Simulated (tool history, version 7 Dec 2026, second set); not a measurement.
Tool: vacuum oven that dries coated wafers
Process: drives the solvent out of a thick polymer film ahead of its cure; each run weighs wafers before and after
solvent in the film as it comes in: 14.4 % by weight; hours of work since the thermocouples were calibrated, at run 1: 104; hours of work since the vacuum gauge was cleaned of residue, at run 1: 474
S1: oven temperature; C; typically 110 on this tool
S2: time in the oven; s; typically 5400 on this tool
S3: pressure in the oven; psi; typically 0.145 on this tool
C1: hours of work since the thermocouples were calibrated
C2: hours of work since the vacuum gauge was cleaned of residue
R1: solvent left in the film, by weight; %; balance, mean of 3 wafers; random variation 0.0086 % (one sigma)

{"run": 1, "hour": 0.0, "S1": 110, "S2": 5400, "S3": 0.145, "C1": 104, "C2": 474, "R1": 2.661}
{"run": 2, "hour": 24.6, "S1": 110, "S2": 5400, "S3": 0.145, "C1": 115, "C2": 485, "R1": 2.645}
{"run": 3, "hour": 71.1, "S1": 110, "S2": 5400, "S3": 0.145, "C1": 135, "C2": 505, "R1": 2.659}
{"run": 4, "hour": 123.9, "S1": 110, "S2": 5400, "S3": 0.145, "C1": 157, "C2": 527, "R1": 2.654}
{"run": 5, "hour": 159.5, "S1": 110, "S2": 5400, "S3": 0.145, "C1": 172, "C2": 542, "R1": 2.647}
{"hour": 165.7, "done": "oven's thermocouples calibrated"}
{"run": 6, "hour": 201.9, "S1": 110, "S2": 5400, "S3": 0.145, "C1": 15, "C2": 560, "R1": 2.653}
{"run": 7, "hour": 245.3, "S1": 123, "S2": 3660, "S3": 0.273, "C1": 34, "C2": 578, "R1": 2.678}
{"run": 8, "hour": 282.2, "S1": 123, "S2": 3660, "S3": 0.273, "C1": 50, "C2": 594, "R1": 2.674}
{"run": 9, "hour": 334.0, "S1": 123, "S2": 4260, "S3": 0.215, "C1": 72, "C2": 616, "R1": 2.046}
{"run": 10, "hour": 372.3, "S1": 117, "S2": 5400, "S3": 0.336, "C1": 88, "C2": 632, "R1": 2.804}
{"run": 11, "hour": 400.0, "S1": 97, "S2": 5400, "S3": 0.145, "C1": 100, "C2": 644, "R1": 4.79}

Hidden state or all else? Some run-to-run changes of R1, split into what the settings, what came in and random variation would give without the hidden state, and what is left for the hidden state (with any gauge scatter that isn't in both results):
The hidden state here: true wafer temperature over the reading, C; true pressure over the reading, kPa; drift of the gauge itself on solvent_pct, %.
Run 10 -> 11: S1 117 -> 97, S3 0.336 -> 0.145. R1 +1.986 %: hidden state +0.021, all else +1.965.
